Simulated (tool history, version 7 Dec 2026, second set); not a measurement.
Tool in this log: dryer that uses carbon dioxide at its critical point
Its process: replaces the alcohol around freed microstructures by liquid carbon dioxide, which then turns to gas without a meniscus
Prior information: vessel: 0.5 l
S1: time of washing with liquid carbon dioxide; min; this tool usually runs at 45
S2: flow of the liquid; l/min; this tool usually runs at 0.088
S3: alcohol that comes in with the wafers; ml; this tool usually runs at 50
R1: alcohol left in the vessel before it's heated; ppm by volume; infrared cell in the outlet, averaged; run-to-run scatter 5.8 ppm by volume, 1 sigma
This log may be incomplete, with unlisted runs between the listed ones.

run,day,S1,S2,S3,R1
1,0,45,0.088,50,490
2,1.462,57,0.088,50,276
3,2.192,33,0.088,50,1548
4,3.354,33,0.088,26,943
5,4.842,33,0.088,26,960
6,5.979,33,0.088,26,970
7,7.296,45,0.088,50,562
# day 9.029: inlet filter changed
8,9.117,45,0.088,50,442
9,9.942,45,0.088,50,437
10,10.925,45,0.088,50,452
11,11.9,45,0.088,50,455
12,13.258,45,0.088,50,485
13,14.529,45,0.088,50,492
# day 14.771: purifier's bed changed
14,15.875,45,0.088,50,232
15,17.325,36,0.088,50,819
16,18.046,36,0.088,50,805
17,19.646,36,0.088,50,849
18,21.221,45,0.088,50,276
19,22.171,45,0.088,50,290
20,23.725,45,0.088,50,311
21,24.717,45,0.088,50,312
22,25.479,45,0.088,50,312
23,27.071,67,0.0723,50,117
24,28.842,45,0.088,90,614
25,29.842,45,0.088,50,368
26,30.596,31,0.0713,32,2607
# day 31.029: inlet filter changed
27,32.142,57,0.1481,33,64
28,33.071,62,0.0987,34,69
29,34.467,45,0.1152,76,114
30,35.262,45,0.1152,76,112
31,36.004,45,0.1152,76,120
32,37.038,51,0.1202,76,89
33,38.729,51,0.1202,76,90
34,40.133,38,0.0834,28,548
35,40.9,32,0.0834,60,2165
36,41.725,28,0.0758,105,8754
37,42.8,28,0.0758,105,8729
38,43.912,28,0.0758,105,8819
39,45.096,28,0.0758,105,8914

Forecast run 40:
40,46.571,28,0.0662,105,?

Run 40 gave R1 13286 ppm by volume.
Take away the tool's hidden state, keep the run-to-run variation as it was, and the same run would have given R1 11086 ppm by volume.
